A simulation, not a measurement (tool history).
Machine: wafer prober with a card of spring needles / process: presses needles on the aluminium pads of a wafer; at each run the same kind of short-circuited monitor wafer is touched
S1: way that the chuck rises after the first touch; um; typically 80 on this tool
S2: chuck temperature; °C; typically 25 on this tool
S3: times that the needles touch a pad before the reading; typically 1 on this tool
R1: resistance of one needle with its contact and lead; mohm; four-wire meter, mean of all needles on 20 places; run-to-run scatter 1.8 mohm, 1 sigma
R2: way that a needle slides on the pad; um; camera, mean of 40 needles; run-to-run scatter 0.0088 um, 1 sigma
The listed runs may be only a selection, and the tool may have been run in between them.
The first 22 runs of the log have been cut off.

run	hour	S1	S2	S3	R1	R2
# hour 177.1: tips cleaned on abrasive film
23	178.4	93	46	1	185	16.035
24	187.6	69	56	1	193	11.919
# hour 192.9: tips cleaned on abrasive film
25	196.5	69	56	1	188	11.909
26	206.7	96	79	1	190	16.609
# hour 208.6: tips cleaned on abrasive film
27	213.7	96	79	1	190	16.604
28	221	89	38	2	186	15.385
# hour 223.9: tips cleaned on abrasive film
29	227.7	89	38	2	181	15.407
30	235.3	89	47	1	186	15.416
# hour 239.9: tips cleaned on abrasive film
31	242.1	62	32	2	185	10.74
32	249.8	69	89	1	196	11.956
# hour 255.6: tips cleaned on abrasive film
33	259.7	69	89	1	196	11.971
34	270	94	25	3	180	16.315

Here are 4 independent what-if runs from the current tool condition. What would each one return?
# hour 270.9: tips cleaned on abrasive film
A	281	68	121	3	?	?
# hour 270.9: tips cleaned on abrasive film
B	281	94	34	3	?	?
# hour 270.9: tips cleaned on abrasive film
C	281	71	29	1	?	?
# hour 270.9: tips cleaned on abrasive film
D	281	71	25	2	?	?

run	R1	R2
A	203	11.795
B	182	16.323
C	181	12.333
D	180	12.326
Take away the tool's hidden state, keep each run's random variation, and the runs would have read:
run	R1	R2
A	203	11.658
B	182	16.133
C	180	12.191
D	180	12.183
